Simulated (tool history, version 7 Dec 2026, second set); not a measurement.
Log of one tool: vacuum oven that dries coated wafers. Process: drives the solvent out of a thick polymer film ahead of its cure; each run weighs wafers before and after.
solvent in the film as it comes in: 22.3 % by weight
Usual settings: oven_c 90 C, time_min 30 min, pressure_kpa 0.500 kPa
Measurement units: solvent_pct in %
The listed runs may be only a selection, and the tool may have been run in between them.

{"run": 1, "hour": 0.0, "oven_c": 90, "time_min": 30, "pressure_kpa": 0.5, "solvent_pct": 1.92}
{"run": 2, "hour": 49.0, "oven_c": 90, "time_min": 30, "pressure_kpa": 0.5, "solvent_pct": 1.94}
{"hour": 57.9, "done": "oven's thermocouples calibrated"}
{"run": 3, "hour": 107.1, "oven_c": 90, "time_min": 25, "pressure_kpa": 0.5, "solvent_pct": 2.51}
{"run": 4, "hour": 147.0, "oven_c": 90, "time_min": 25, "pressure_kpa": 0.5, "solvent_pct": 2.58}
{"run": 5, "hour": 176.6, "oven_c": 90, "time_min": 30, "pressure_kpa": 0.5, "solvent_pct": 1.96}
{"run": 6, "hour": 224.6, "oven_c": 97, "time_min": 30, "pressure_kpa": 0.5, "solvent_pct": 0.88}
{"run": 7, "hour": 267.0, "oven_c": 90, "time_min": 30, "pressure_kpa": 0.5, "solvent_pct": 1.97}
{"hour": 274.2, "done": "oven's thermocouples calibrated, once more"}
{"run": 8, "hour": 325.0, "oven_c": 90, "time_min": 30, "pressure_kpa": 0.5, "solvent_pct": 2.27}
{"run": 9, "hour": 351.1, "oven_c": 90, "time_min": 30, "pressure_kpa": 0.5, "solvent_pct": 2.41}
{"run": 10, "hour": 382.0, "oven_c": 90, "time_min": 30, "pressure_kpa": 0.5, "solvent_pct": 2.45}
{"run": 11, "hour": 407.2, "oven_c": 90, "time_min": 30, "pressure_kpa": 0.5, "solvent_pct": 2.35}
{"run": 12, "hour": 462.6, "oven_c": 90, "time_min": 30, "pressure_kpa": 0.5, "solvent_pct": 2.31}
{"run": 13, "hour": 506.9, "oven_c": 90, "time_min": 30, "pressure_kpa": 0.5, "solvent_pct": 2.36}
{"run": 14, "hour": 532.4, "oven_c": 90, "time_min": 16, "pressure_kpa": 0.5, "solvent_pct": 5.24}
{"run": 15, "hour": 556.2, "oven_c": 90, "time_min": 30, "pressure_kpa": 0.5, "solvent_pct": 2.34}
{"run": 16, "hour": 608.2, "oven_c": 90, "time_min": 30, "pressure_kpa": 0.5, "solvent_pct": 2.34}
{"run": 17, "hour": 638.6, "oven_c": 90, "time_min": 33, "pressure_kpa": 0.5, "solvent_pct": 2.11}
{"run": 18, "hour": 684.2, "oven_c": 90, "time_min": 33, "pressure_kpa": 0.5, "solvent_pct": 2.09}
{"run": 19, "hour": 739.9, "oven_c": 90, "time_min": 33, "pressure_kpa": 0.5, "solvent_pct": 2.1}
{"run": 20, "hour": 781.5, "oven_c": 90, "time_min": 30, "pressure_kpa": 1.447, "solvent_pct": 3.38}
{"run": 21, "hour": 834.9, "oven_c": 90, "time_min": 30, "pressure_kpa": 0.911, "solvent_pct": 2.77}
{"run": 22, "hour": 878.8, "oven_c": 90, "time_min": 30, "pressure_kpa": 0.911, "solvent_pct": 2.77}
{"run": 23, "hour": 930.7, "oven_c": 90, "time_min": 30, "pressure_kpa": 0.911, "solvent_pct": 2.76}
{"run": 24, "hour": 980.4, "oven_c": 97, "time_min": 36, "pressure_kpa": 0.638, "solvent_pct": 1.25}
{"run": 25, "hour": 1030.7, "oven_c": 94, "time_min": 30, "pressure_kpa": 1.494, "solvent_pct": 2.56}
{"run": 26, "hour": 1068.9, "oven_c": 94, "time_min": 30, "pressure_kpa": 1.494, "solvent_pct": 2.56}
{"run": 27, "hour": 1101.7, "oven_c": 94, "time_min": 30, "pressure_kpa": 1.494, "solvent_pct": 2.48}
{"run": 28, "hour": 1135.7, "oven_c": 91, "time_min": 24, "pressure_kpa": 0.285, "solvent_pct": 2.61}
{"run": 29, "hour": 1173.7, "oven_c": 90, "time_min": 30, "pressure_kpa": 0.936, "solvent_pct": 2.72}
{"run": 30, "hour": 1206.2, "oven_c": 85, "time_min": 44, "pressure_kpa": 0.467, "solvent_pct": 2.33}
{"run": 31, "hour": 1244.5, "oven_c": 85, "time_min": 53, "pressure_kpa": 1.408, "solvent_pct": 3.14}
{"run": 32, "hour": 1300.2, "oven_c": 102, "time_min": 53, "pressure_kpa": 1.408, "solvent_pct": 1.34}
{"run": 33, "hour": 1350.6, "oven_c": 102, "time_min": 53, "pressure_kpa": 1.408, "solvent_pct": 1.37}
{"run": 34, "hour": 1380.0, "oven_c": 84, "time_min": 29, "pressure_kpa": 0.293, "solvent_pct": 4.0}
{"run": 35, "hour": 1406.2, "oven_c": 93, "time_min": 42, "pressure_kpa": 0.5, "solvent_pct": 1.17}
{"run": 36, "hour": 1435.8, "oven_c": 93, "time_min": 39, "pressure_kpa": 0.565, "solvent_pct": 1.37}
{"run": 37, "hour": 1479.4, "oven_c": 93, "time_min": 39, "pressure_kpa": 0.565, "solvent_pct": 1.43}
{"run": 38, "hour": 1520.5, "oven_c": 103, "time_min": 30, "pressure_kpa": 0.517, "solvent_pct": 0.79}
{"run": 39, "hour": 1576.6, "oven_c": 91, "time_min": 30, "pressure_kpa": 0.5, "solvent_pct": 2.03}
{"run": 40, "hour": 1619.1, "oven_c": 91, "time_min": 30, "pressure_kpa": 0.5, "solvent_pct": 2.06}
{"run": 41, "hour": 1651.0, "oven_c": 102, "time_min": 52, "pressure_kpa": 0.5, "solvent_pct": 0.8}
{"run": 42, "hour": 1693.5, "oven_c": 76, "time_min": 52, "pressure_kpa": 1.695, "solvent_pct": 6.54}
{"run": 43, "hour": 1745.5, "oven_c": 94, "time_min": 23, "pressure_kpa": 0.931, "solvent_pct": 2.51}
{"run": 44, "hour": 1768.0, "oven_c": 88, "time_min": 48, "pressure_kpa": 0.5, "solvent_pct": 1.62}
{"run": 45, "hour": 1803.9, "oven_c": 77, "time_min": 53, "pressure_kpa": 1.855, "solvent_pct": 6.18}

Some steps in solvent_pct between neighbouring runs. How much of each would the tool show without its hidden state too (settings, what came in, random variation), and how much is left for the hidden state, with any gauge scatter that isn't in both results?
Hidden state present: true wafer temperature over the reading, C; true pressure over the reading, kPa; drift of the gauge itself on solvent_pct, %.
Run 7 -> 8: oven's thermocouples calibrated, once more. solvent_pct +0.30 %: hidden state +0.42, all else -0.12.
Run 41 -> 42: oven_c 102 -> 76, pressure_kpa 0.500 -> 1.695. solvent_pct +5.74 %: hidden state +0.11, all else +5.63.
Run 42 -> 43: oven_c 76 -> 94, time_min 52 -> 23, pressure_kpa 1.695 -> 0.931. solvent_pct -4.03 %: hidden state -0.25, all else -3.78.
Run 43 -> 44: oven_c 94 -> 88, time_min 23 -> 48, pressure_kpa 0.931 -> 0.500. solvent_pct -0.89 %: hidden state +0.28, all else -1.17.
Run 44 -> 45: oven_c 88 -> 77, time_min 48 -> 53, pressure_kpa 0.500 -> 1.855. solvent_pct +4.56 %: hidden state -0.05, all else +4.61.
